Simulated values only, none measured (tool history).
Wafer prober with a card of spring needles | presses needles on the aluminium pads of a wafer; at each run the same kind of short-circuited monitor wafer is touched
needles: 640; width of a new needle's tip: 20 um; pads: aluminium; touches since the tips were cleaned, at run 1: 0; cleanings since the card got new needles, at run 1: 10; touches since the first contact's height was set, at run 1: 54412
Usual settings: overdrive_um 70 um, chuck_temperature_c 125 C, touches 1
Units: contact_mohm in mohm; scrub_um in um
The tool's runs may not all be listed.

run,hour,overdrive_um,chuck_temperature_c,touches,touches since the tips were cleaned,cleanings since the card got new needles,touches since the first contact's height was set,contact_mohm,scrub_um
1,0.0,70,125,1,0,10,54412,305,8.84
2,5.7,70,125,1,3056,10,57468,305,8.84
# hour 9.9: tips cleaned on abrasive film
3,14.8,70,125,1,2573,11,62225,304,8.85
# hour 19.4: tips cleaned on abrasive film
4,21.4,70,125,1,1039,12,65693,304,8.83
# hour 24.0: height of the first contact set anew
# hour 29.2: tips cleaned on abrasive film
5,30.6,69,125,1,748,13,3479,300,8.72
6,36.9,70,125,1,4072,13,6803,302,8.85
# hour 38.6: tips cleaned on abrasive film
7,45.2,70,125,1,3494,14,11160,302,8.82
# hour 48.2: tips cleaned on abrasive film
8,50.9,70,125,1,1471,15,14189,306,8.83
9,55.5,62,125,1,3919,15,16637,308,7.83
# hour 57.6: tips cleaned on abrasive film
10,64.1,62,125,1,3475,16,21132,303,7.83
# hour 67.1: tips cleaned on abrasive film
11,71.2,62,67,1,2156,17,24850,284,7.84
# hour 76.5: tips cleaned on abrasive film
12,78.9,62,67,1,1249,18,28900,290,7.82
13,83.1,62,67,1,3514,18,31165,288,7.84
# hour 86.1: tips cleaned on abrasive film
14,87.6,62,67,1,807,19,33519,280,7.83
15,93.8,62,67,1,4081,19,36793,286,7.84
# hour 96.1: tips cleaned on abrasive film
16,101.6,62,67,1,2880,20,40874,286,7.83
# hour 105.6: tips cleaned on abrasive film
17,109.2,62,67,1,1951,21,44917,289,7.84
# hour 115.4: tips cleaned on abrasive film
18,116.7,84,101,2,679,22,48810,291,10.62
19,122.7,70,125,2,3882,22,52013,306,8.83
# hour 124.9: tips cleaned on abrasive film
20,128.0,70,125,3,1647,23,54790,303,8.85
# hour 134.4: tips cleaned on abrasive film
21,137.3,70,71,2,1542,24,59716,287,8.85
# hour 144.1: tips cleaned on abrasive film
22,146.9,70,71,2,1479,25,64772,286,8.83
# hour 151.2: height of the first contact set anew
23,152.8,58,87,2,4461,25,866,293,7.33
# hour 154.2: tips cleaned on abrasive film
24,156.9,90,125,1,1450,26,3005,299,11.39
25,162.7,90,125,1,4534,26,6089,300,11.37
# hour 164.1: tips cleaned on abrasive film
26,172.3,81,55,1,4335,27,11118,282,10.23
# hour 173.8: tips cleaned on abrasive film
27,181.9,51,40,1,4341,28,16197,282,6.44
# hour 183.1: tips cleaned on abrasive film
28,186.0,72,50,2,1518,29,18305,278,9.10
# hour 193.0: tips cleaned on abrasive film
29,195.6,72,51,2,1405,30,23380,276,9.09
30,201.8,72,51,2,4729,30,26704,280,9.10
# hour 202.6: tips cleaned on abrasive film
31,208.0,83,101,1,2864,31,29923,295,10.50
# hour 212.4: tips cleaned on abrasive film
32,215.9,64,29,1,1865,32,34099,281,8.06
# hour 222.1: tips cleaned on abrasive film
33,224.7,64,29,1,1374,33,38693,278,8.08

How the hidden state differs across the entries between the runs, from the last listed run before each to the first after it:
Between runs 2 and 3: tips cleaned on abrasive film (hour 9.9)
  debris on the tips, nm: 0.9 -> 0.8; way that the needles fall short of the set height, um: 0.01 -> 0.02
Between runs 3 and 4: tips cleaned on abrasive film (hour 19.4)
  debris on the tips, nm: 0.8 -> 0.5
Between runs 4 and 5: height of the first contact set anew (hour 24.0); tips cleaned on abrasive film (hour 29.2)
  debris on the tips, nm: 0.5 -> 0.3; way that the needles fall short of the set height, um: 0.02 -> 0
Between runs 6 and 7: tips cleaned on abrasive film (hour 38.6)
  debris on the tips, nm: 1.1 -> 1
Between runs 7 and 8: tips cleaned on abrasive film (hour 48.2)
  debris on the tips, nm: 1 -> 0.6
Between runs 9 and 10: tips cleaned on abrasive film (hour 57.6)
  debris on the tips, nm: 1.1 -> 1; way that the needles fall short of the set height, um: 0 -> 0.01
Between runs 10 and 11: tips cleaned on abrasive film (hour 67.1)
  debris on the tips, nm: 1 -> 0.8
Between runs 11 and 12: tips cleaned on abrasive film (hour 76.5)
  debris on the tips, nm: 0.8 -> 0.5
Between runs 13 and 14: tips cleaned on abrasive film (hour 86.1)
  debris on the tips, nm: 1 -> 0.4
Between runs 15 and 16: tips cleaned on abrasive film (hour 96.1)
  debris on the tips, nm: 1.2 -> 0.9
Between runs 16 and 17: tips cleaned on abrasive film (hour 105.6)
  debris on the tips, nm: 0.9 -> 0.8
Between runs 17 and 18: tips cleaned on abrasive film (hour 115.4)
  debris on the tips, nm: 0.8 -> 0.3
Between runs 19 and 20: tips cleaned on abrasive film (hour 124.9)
  debris on the tips, nm: 1.1 -> 0.6
Between runs 20 and 21: tips cleaned on abrasive film (hour 134.4)
  debris on the tips, nm: 0.6 -> 0.7; way that the needles fall short of the set height, um: 0.01 -> 0.02
Between runs 21 and 22: tips cleaned on abrasive film (hour 144.1)
  debris on the tips, nm: 0.7 -> 0.6
Between runs 22 and 23: height of the first contact set anew (hour 151.2)
  debris on the tips, nm: 0.6 -> 1.2; way that the needles fall short of the set height, um: 0.02 -> 0
Between runs 23 and 24: tips cleaned on abrasive film (hour 154.2)
  debris on the tips, nm: 1.2 -> 0.5
Between runs 25 and 26: tips cleaned on abrasive film (hour 164.1)
  no hidden state differs between the two runs
Between runs 26 and 27: tips cleaned on abrasive film (hour 173.8)
  no hidden state differs between the two runs
Between runs 27 and 28: tips cleaned on abrasive film (hour 183.1)
  debris on the tips, nm: 1.2 -> 0.6; way that the needles fall short of the set height, um: 0 -> 0.01
Between runs 28 and 29: tips cleaned on abrasive film (hour 193.0)
  debris on the tips, nm: 0.6 -> 0.5
Between runs 30 and 31: tips cleaned on abrasive film (hour 202.6)
  debris on the tips, nm: 1.2 -> 0.9; tips' diameter, um: 20.01 -> 20.02
Between runs 31 and 32: tips cleaned on abrasive film (hour 212.4)
  debris on the tips, nm: 0.9 -> 0.7
Between runs 32 and 33: tips cleaned on abrasive film (hour 222.1)
  debris on the tips, nm: 0.7 -> 0.5

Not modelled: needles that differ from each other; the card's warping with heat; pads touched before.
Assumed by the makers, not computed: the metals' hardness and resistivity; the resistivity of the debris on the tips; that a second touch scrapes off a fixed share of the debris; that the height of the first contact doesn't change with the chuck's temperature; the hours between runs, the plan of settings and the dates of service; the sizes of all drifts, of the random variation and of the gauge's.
